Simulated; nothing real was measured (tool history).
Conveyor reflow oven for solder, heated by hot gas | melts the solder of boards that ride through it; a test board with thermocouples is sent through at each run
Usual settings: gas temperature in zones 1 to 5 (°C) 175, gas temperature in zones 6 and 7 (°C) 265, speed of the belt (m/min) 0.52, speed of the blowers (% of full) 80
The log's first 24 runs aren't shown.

run,hour,gas temperature in zones 1 to 5 (°C),gas temperature in zones 6 and 7 (°C),speed of the belt (m/min),speed of the blowers (% of full),hours of work since the flux was cleaned out,hours of work since the belt drive was overhauled,hours of work since the thermocouples were changed,highest temperature of the board (°C),time above the solder's melting point (s)
25,874,189,257,0.474,63,21,76,418,243.5,74.1
26,895.8,186,256,0.48,67,30,85,427,242.7,71.3
27,921.3,186,256,0.48,67,41,96,438,242.5,71
28,966.7,161,270,0.589,74,60,115,457,244,47.1
29,1013.3,161,267,0.589,74,79,134,476,241.9,44.1
30,1043.1,161,267,0.589,74,91,147,489,242.8,44.5
31,1091.4,183,265,0.52,58,112,167,509,244.4,61.9
32,1137.9,175,265,0.52,77,131,186,528,247.4,64.9

3 ways to go on from here, each from the tool as it stands after run 32. What would each give?
A,1170.4,187,265,0.499,71,144,200,542,?,?
B,1170.4,175,265,0.465,53,144,200,542,?,?
C,1170.4,165,265,0.602,69,144,200,542,?,?

run,highest temperature of the board (°C),time above the solder's melting point (s)
A,249.7,75.7
B,243.9,66.4
C,238.2,40.2
Without the tool's hidden state the same runs would have given:
run,highest temperature of the board (°C),time above the solder's melting point (s)
A,249.8,75.8
B,244,66.5
C,238.3,40.3

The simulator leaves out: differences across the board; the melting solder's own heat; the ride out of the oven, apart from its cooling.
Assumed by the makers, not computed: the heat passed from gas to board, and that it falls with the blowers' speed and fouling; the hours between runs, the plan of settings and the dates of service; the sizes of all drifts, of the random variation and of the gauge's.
